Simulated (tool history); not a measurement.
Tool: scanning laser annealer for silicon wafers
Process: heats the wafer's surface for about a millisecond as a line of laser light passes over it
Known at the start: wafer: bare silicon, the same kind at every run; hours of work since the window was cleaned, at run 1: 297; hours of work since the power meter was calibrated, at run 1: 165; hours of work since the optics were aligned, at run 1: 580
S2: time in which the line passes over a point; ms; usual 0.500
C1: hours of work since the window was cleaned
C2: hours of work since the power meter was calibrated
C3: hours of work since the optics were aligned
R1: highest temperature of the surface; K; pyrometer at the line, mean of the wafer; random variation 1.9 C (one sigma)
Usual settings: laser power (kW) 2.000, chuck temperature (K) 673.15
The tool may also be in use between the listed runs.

{"run": 1, "hour": 0.0, "laser power (kW)": 2.0, "S2": 0.5, "chuck temperature (K)": 673.15, "C1": 297, "C2": 165, "C3": 580, "R1": 1398.15}
{"run": 2, "hour": 15.2, "laser power (kW)": 2.0, "S2": 0.5, "chuck temperature (K)": 673.15, "C1": 305, "C2": 173, "C3": 589, "R1": 1402.15}
{"run": 3, "hour": 37.1, "laser power (kW)": 2.0, "S2": 0.5, "chuck temperature (K)": 673.15, "C1": 317, "C2": 185, "C3": 601, "R1": 1403.15}
{"run": 4, "hour": 54.7, "laser power (kW)": 2.0, "S2": 0.5, "chuck temperature (K)": 673.15, "C1": 327, "C2": 195, "C3": 611, "R1": 1402.15}
{"run": 5, "hour": 79.9, "laser power (kW)": 2.0, "S2": 0.5, "chuck temperature (K)": 673.15, "C1": 341, "C2": 209, "C3": 624, "R1": 1400.15}
{"run": 6, "hour": 105.5, "laser power (kW)": 2.0, "S2": 0.5, "chuck temperature (K)": 673.15, "C1": 355, "C2": 223, "C3": 639, "R1": 1400.15}
{"run": 7, "hour": 130.0, "laser power (kW)": 2.0, "S2": 0.351, "chuck temperature (K)": 673.15, "C1": 369, "C2": 236, "C3": 652, "R1": 1295.15}
{"run": 8, "hour": 148.4, "laser power (kW)": 2.0, "S2": 0.5, "chuck temperature (K)": 673.15, "C1": 379, "C2": 247, "C3": 662, "R1": 1398.15}
{"run": 9, "hour": 162.5, "laser power (kW)": 2.0, "S2": 0.5, "chuck temperature (K)": 673.15, "C1": 387, "C2": 254, "C3": 670, "R1": 1400.15}
{"run": 10, "hour": 178.6, "laser power (kW)": 2.0, "S2": 0.5, "chuck temperature (K)": 673.15, "C1": 395, "C2": 263, "C3": 679, "R1": 1401.15}
{"run": 11, "hour": 189.0, "laser power (kW)": 2.0, "S2": 0.423, "chuck temperature (K)": 673.15, "C1": 401, "C2": 269, "C3": 685, "R1": 1346.15}
{"run": 12, "hour": 212.9, "laser power (kW)": 1.738, "S2": 0.5, "chuck temperature (K)": 673.15, "C1": 414, "C2": 282, "C3": 698, "R1": 1287.15}
{"run": 13, "hour": 235.5, "laser power (kW)": 1.738, "S2": 0.5, "chuck temperature (K)": 673.15, "C1": 427, "C2": 295, "C3": 710, "R1": 1283.15}
{"run": 14, "hour": 255.5, "laser power (kW)": 1.738, "S2": 0.5, "chuck temperature (K)": 673.15, "C1": 438, "C2": 306, "C3": 721, "R1": 1283.15}
{"run": 15, "hour": 278.8, "laser power (kW)": 1.738, "S2": 0.5, "chuck temperature (K)": 673.15, "C1": 451, "C2": 319, "C3": 734, "R1": 1285.15}
{"run": 16, "hour": 298.1, "laser power (kW)": 1.738, "S2": 0.5, "chuck temperature (K)": 673.15, "C1": 462, "C2": 329, "C3": 745, "R1": 1286.15}
{"run": 17, "hour": 314.8, "laser power (kW)": 1.738, "S2": 0.5, "chuck temperature (K)": 673.15, "C1": 471, "C2": 338, "C3": 754, "R1": 1286.15}
{"run": 18, "hour": 327.9, "laser power (kW)": 2.0, "S2": 0.449, "chuck temperature (K)": 673.15, "C1": 478, "C2": 346, "C3": 761, "R1": 1365.15}
{"run": 19, "hour": 353.4, "laser power (kW)": 2.0, "S2": 0.449, "chuck temperature (K)": 673.15, "C1": 492, "C2": 360, "C3": 775, "R1": 1365.15}
{"run": 20, "hour": 374.2, "laser power (kW)": 2.0, "S2": 0.449, "chuck temperature (K)": 673.15, "C1": 504, "C2": 371, "C3": 787, "R1": 1365.15}
{"run": 21, "hour": 389.6, "laser power (kW)": 2.0, "S2": 0.449, "chuck temperature (K)": 673.15, "C1": 512, "C2": 380, "C3": 796, "R1": 1365.15}
{"hour": 400.0, "done": "window over the wafer cleaned"}
{"run": 22, "hour": 410.7, "laser power (kW)": 1.791, "S2": 0.474, "chuck temperature (K)": 653.15, "C1": 6, "C2": 390, "C3": 806, "R1": 1275.15}
{"run": 23, "hour": 421.7, "laser power (kW)": 1.819, "S2": 0.361, "chuck temperature (K)": 673.15, "C1": 12, "C2": 396, "C3": 812, "R1": 1236.15}
{"run": 24, "hour": 443.7, "laser power (kW)": 1.705, "S2": 0.616, "chuck temperature (K)": 654.15, "C1": 24, "C2": 409, "C3": 824, "R1": 1311.15}
{"run": 25, "hour": 468.6, "laser power (kW)": 1.705, "S2": 0.616, "chuck temperature (K)": 692.15, "C1": 38, "C2": 422, "C3": 838, "R1": 1350.15}

Run 26 comes next. What will it give?
{"run": 26, "hour": 494.1, "laser power (kW)": 1.934, "S2": 0.413, "chuck temperature (K)": 664.15, "C1": 52, "C2": 436, "C3": 852, "R1": "?"}

{"run 26": {"R1": 1308.15}}
Without the tool's hidden state the same run would have given R1 1309.15 K.

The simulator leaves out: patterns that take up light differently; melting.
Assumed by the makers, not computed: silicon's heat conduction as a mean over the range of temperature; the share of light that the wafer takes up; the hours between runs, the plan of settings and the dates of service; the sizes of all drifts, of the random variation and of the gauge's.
